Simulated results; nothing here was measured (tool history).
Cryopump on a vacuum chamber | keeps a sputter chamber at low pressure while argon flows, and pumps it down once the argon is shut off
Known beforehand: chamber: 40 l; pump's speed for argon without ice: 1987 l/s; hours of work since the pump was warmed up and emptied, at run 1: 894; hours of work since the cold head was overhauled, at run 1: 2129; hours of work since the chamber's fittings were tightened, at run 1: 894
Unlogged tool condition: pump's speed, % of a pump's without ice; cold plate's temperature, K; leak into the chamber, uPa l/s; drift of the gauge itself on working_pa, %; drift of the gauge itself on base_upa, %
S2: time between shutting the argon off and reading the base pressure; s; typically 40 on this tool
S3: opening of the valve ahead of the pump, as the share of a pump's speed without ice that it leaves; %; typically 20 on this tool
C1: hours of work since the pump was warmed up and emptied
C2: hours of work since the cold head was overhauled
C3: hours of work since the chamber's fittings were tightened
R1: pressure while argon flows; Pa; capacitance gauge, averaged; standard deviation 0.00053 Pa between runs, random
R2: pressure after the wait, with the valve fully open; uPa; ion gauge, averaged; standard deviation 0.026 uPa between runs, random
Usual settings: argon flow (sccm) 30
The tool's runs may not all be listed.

{"run": 1, "hour": 0.0, "argon flow (sccm)": 30, "S2": 40, "S3": 20, "C1": 894, "C2": 2129, "C3": 894, "R1": 0.136, "R2": 1.48}
{"run": 2, "hour": 114.8, "argon flow (sccm)": 30, "S2": 201, "S3": 20, "C1": 988, "C2": 2223, "C3": 988, "R1": 0.1366, "R2": 0.58}
{"run": 3, "hour": 246.2, "argon flow (sccm)": 36, "S2": 201, "S3": 20, "C1": 1095, "C2": 2330, "C3": 1095, "R1": 0.1642, "R2": 0.64}
{"hour": 319.2, "done": "pump warmed up, emptied and cooled again"}
{"run": 4, "hour": 323.4, "argon flow (sccm)": 36, "S2": 201, "S3": 20, "C1": 3, "C2": 2389, "C3": 1154, "R1": 0.1528, "R2": 0.5}
{"run": 5, "hour": 438.7, "argon flow (sccm)": 36, "S2": 201, "S3": 20, "C1": 98, "C2": 2483, "C3": 1248, "R1": 0.1554, "R2": 0.55}
{"run": 6, "hour": 514.7, "argon flow (sccm)": 36, "S2": 201, "S3": 20, "C1": 160, "C2": 2545, "C3": 1310, "R1": 0.1555, "R2": 0.58}
{"run": 7, "hour": 605.4, "argon flow (sccm)": 36, "S2": 201, "S3": 20, "C1": 234, "C2": 2619, "C3": 1384, "R1": 0.1556, "R2": 0.57}
{"run": 8, "hour": 664.8, "argon flow (sccm)": 36, "S2": 201, "S3": 20, "C1": 282, "C2": 2668, "C3": 1433, "R1": 0.1559, "R2": 0.57}
{"run": 9, "hour": 740.7, "argon flow (sccm)": 14, "S2": 25, "S3": 26, "C1": 344, "C2": 2730, "C3": 1495, "R1": 0.0466, "R2": 2.22}
{"run": 10, "hour": 872.2, "argon flow (sccm)": 22, "S2": 25, "S3": 16, "C1": 451, "C2": 2837, "C3": 1602, "R1": 0.1193, "R2": 2.14}
{"run": 11, "hour": 945.0, "argon flow (sccm)": 22, "S2": 25, "S3": 37, "C1": 511, "C2": 2896, "C3": 1661, "R1": 0.0534, "R2": 2.23}
{"run": 12, "hour": 1025.5, "argon flow (sccm)": 16, "S2": 94, "S3": 30, "C1": 577, "C2": 2962, "C3": 1727, "R1": 0.048, "R2": 0.87}
{"run": 13, "hour": 1118.8, "argon flow (sccm)": 30, "S2": 240, "S3": 19, "C1": 653, "C2": 3038, "C3": 1803, "R1": 0.1403, "R2": 0.6}
{"run": 14, "hour": 1173.9, "argon flow (sccm)": 25, "S2": 93, "S3": 31, "C1": 698, "C2": 3083, "C3": 1848, "R1": 0.0737, "R2": 0.88}
{"run": 15, "hour": 1290.6, "argon flow (sccm)": 25, "S2": 138, "S3": 37, "C1": 793, "C2": 3179, "C3": 1943, "R1": 0.0635, "R2": 0.81}

Describe how what the log doesn't record of the tool's condition differs between the last listed run preceding each entry between runs and the first listed run following it.
From run 3 to run 4: pump warmed up, emptied and cooled again (hour 319.2)
  pump's speed, % of a pump's without ice: 73.1 -> 99.7; cold plate's temperature, K: 12.52 -> 12.53; leak into the chamber, uPa l/s: 569 -> 579
  measured less the result without the state, R1: +0.0117 -> +0.0004 Pa; R2: +0.25 -> +0.14 uPa
